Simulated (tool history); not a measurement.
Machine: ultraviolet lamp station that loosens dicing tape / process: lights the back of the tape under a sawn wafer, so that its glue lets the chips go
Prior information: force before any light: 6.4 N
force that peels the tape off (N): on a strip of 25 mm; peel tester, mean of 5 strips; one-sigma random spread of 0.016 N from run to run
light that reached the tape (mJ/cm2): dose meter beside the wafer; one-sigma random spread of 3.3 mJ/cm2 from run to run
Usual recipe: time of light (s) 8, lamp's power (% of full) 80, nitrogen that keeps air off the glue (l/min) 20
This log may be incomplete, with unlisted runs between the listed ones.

run,hour,time of light (s),lamp's power (% of full),nitrogen that keeps air off the glue (l/min),force that peels the tape off (N),light that reached the tape (mJ/cm2)
1,0,8,80,20,0.886,461
2,7.7,8,80,20,0.935,462
3,13.6,8,80,20,0.915,465
4,25.3,8,80,13,1.1,459
5,35.1,8,80,13,1.149,458
6,46.6,8,79,20,0.956,449
7,53.3,8,79,20,1,448
8,60.2,8,79,20,0.989,445
9,71.9,8,79,20,0.995,445
10,81.9,8,79,20,0.972,443
11,90.5,8,79,20,0.933,445
12,95.8,8,79,22,0.984,439
13,104.4,8,80,38,0.759,452
14,109.4,8,80,38,0.75,447
15,114.9,8,80,38,0.756,445
# hour 116.3: window cleaned of glue's vapour
16,120.7,8,80,38,0.745,448
17,126.9,8,80,38,0.772,443
18,135.2,8,80,38,0.748,447
19,146.3,8,80,38,0.779,439
20,154.7,8,80,38,0.752,443
21,160.1,13,80,38,0.303,713
22,166.7,13,80,38,0.297,717
23,178,13,80,38,0.309,703
24,184,13,80,38,0.307,710
# hour 189.8: window cleaned of glue's vapour, once more
25,193.5,13,80,38,0.29,733

Forecast run 26:
26,201.2,8,68,38,?,?

force that peels the tape off (N): 1.027
light that reached the tape (mJ/cm2): 385
If the tool had no hidden condition, the same run with the same run-to-run variation would have returned force that peels the tape off (N) 0.815, light that reached the tape (mJ/cm2) 438.
